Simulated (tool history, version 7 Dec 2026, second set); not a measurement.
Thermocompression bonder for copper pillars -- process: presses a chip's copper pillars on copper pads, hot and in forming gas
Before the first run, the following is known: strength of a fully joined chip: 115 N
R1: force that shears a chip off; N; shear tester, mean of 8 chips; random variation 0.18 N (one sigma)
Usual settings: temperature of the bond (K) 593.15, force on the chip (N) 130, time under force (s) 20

run 1 hour=0 | temperature_of_the_bond_(K)=593.15 force_on_the_chip_(N)=130 time_under_force_(s)=20 | R1=44.3
run 2 hour=9 | temperature_of_the_bond_(K)=593.15 force_on_the_chip_(N)=130 time_under_force_(s)=20 | R1=44.3
run 3 hour=12.9 | temperature_of_the_bond_(K)=593.15 force_on_the_chip_(N)=130 time_under_force_(s)=20 | R1=44.2
run 4 hour=19.8 | temperature_of_the_bond_(K)=572.15 force_on_the_chip_(N)=130 time_under_force_(s)=20 | R1=36.2
run 5 hour=28.7 | temperature_of_the_bond_(K)=572.15 force_on_the_chip_(N)=130 time_under_force_(s)=20 | R1=36.3
run 6 hour=34.6 | temperature_of_the_bond_(K)=572.15 force_on_the_chip_(N)=130 time_under_force_(s)=20 | R1=36.2
run 7 hour=39.1 | temperature_of_the_bond_(K)=593.15 force_on_the_chip_(N)=130 time_under_force_(s)=20 | R1=44.2
run 8 hour=45.5 | temperature_of_the_bond_(K)=593.15 force_on_the_chip_(N)=130 time_under_force_(s)=20 | R1=43.8
-- hour=52.8 forming gas filter changed
run 9 hour=53.5 | temperature_of_the_bond_(K)=593.15 force_on_the_chip_(N)=130 time_under_force_(s)=20 | R1=45.7
run 10 hour=59.8 | temperature_of_the_bond_(K)=593.15 force_on_the_chip_(N)=130 time_under_force_(s)=20 | R1=45.3
run 11 hour=67.8 | temperature_of_the_bond_(K)=593.15 force_on_the_chip_(N)=130 time_under_force_(s)=20 | R1=45.7
run 12 hour=73.6 | temperature_of_the_bond_(K)=593.15 force_on_the_chip_(N)=130 time_under_force_(s)=20 | R1=45.3
run 13 hour=82.6 | temperature_of_the_bond_(K)=593.15 force_on_the_chip_(N)=130 time_under_force_(s)=20 | R1=45.4
run 14 hour=88.6 | temperature_of_the_bond_(K)=593.15 force_on_the_chip_(N)=176 time_under_force_(s)=20 | R1=57.4
run 15 hour=95.9 | temperature_of_the_bond_(K)=593.15 force_on_the_chip_(N)=176 time_under_force_(s)=20 | R1=56.7
run 16 hour=101.3 | temperature_of_the_bond_(K)=593.15 force_on_the_chip_(N)=176 time_under_force_(s)=20 | R1=57.4
run 17 hour=108.4 | temperature_of_the_bond_(K)=593.15 force_on_the_chip_(N)=85 time_under_force_(s)=59 | R1=48.7
run 18 hour=114.2 | temperature_of_the_bond_(K)=593.15 force_on_the_chip_(N)=85 time_under_force_(s)=59 | R1=48.7
run 19 hour=120 | temperature_of_the_bond_(K)=593.15 force_on_the_chip_(N)=130 time_under_force_(s)=31 | R1=52.9
run 20 hour=128 | temperature_of_the_bond_(K)=593.15 force_on_the_chip_(N)=130 time_under_force_(s)=31 | R1=52.8
run 21 hour=136.5 | temperature_of_the_bond_(K)=587.15 force_on_the_chip_(N)=130 time_under_force_(s)=31 | R1=50.4
run 22 hour=142.8 | temperature_of_the_bond_(K)=605.15 force_on_the_chip_(N)=137 time_under_force_(s)=14 | R1=45.1
run 23 hour=150.4 | temperature_of_the_bond_(K)=593.15 force_on_the_chip_(N)=130 time_under_force_(s)=37 | R1=56.4
run 24 hour=157.4 | temperature_of_the_bond_(K)=593.15 force_on_the_chip_(N)=130 time_under_force_(s)=37 | R1=55.8
run 25 hour=162.1 | temperature_of_the_bond_(K)=601.15 force_on_the_chip_(N)=133 time_under_force_(s)=45 | R1=64.5
run 26 hour=168 | temperature_of_the_bond_(K)=601.15 force_on_the_chip_(N)=99 time_under_force_(s)=50 | R1=54.4
run 27 hour=174 | temperature_of_the_bond_(K)=571.15 force_on_the_chip_(N)=111 time_under_force_(s)=16 | R1=28.9

Estimate the outcome of run 28 from the log above:
run 28 hour=180.5 | temperature_of_the_bond_(K)=593.15 force_on_the_chip_(N)=120 time_under_force_(s)=10 | R1=?

R1: 31.6 N
Were there no unlogged condition in the tool, this run, its random variation unchanged, would have produced R1 29.7 N.
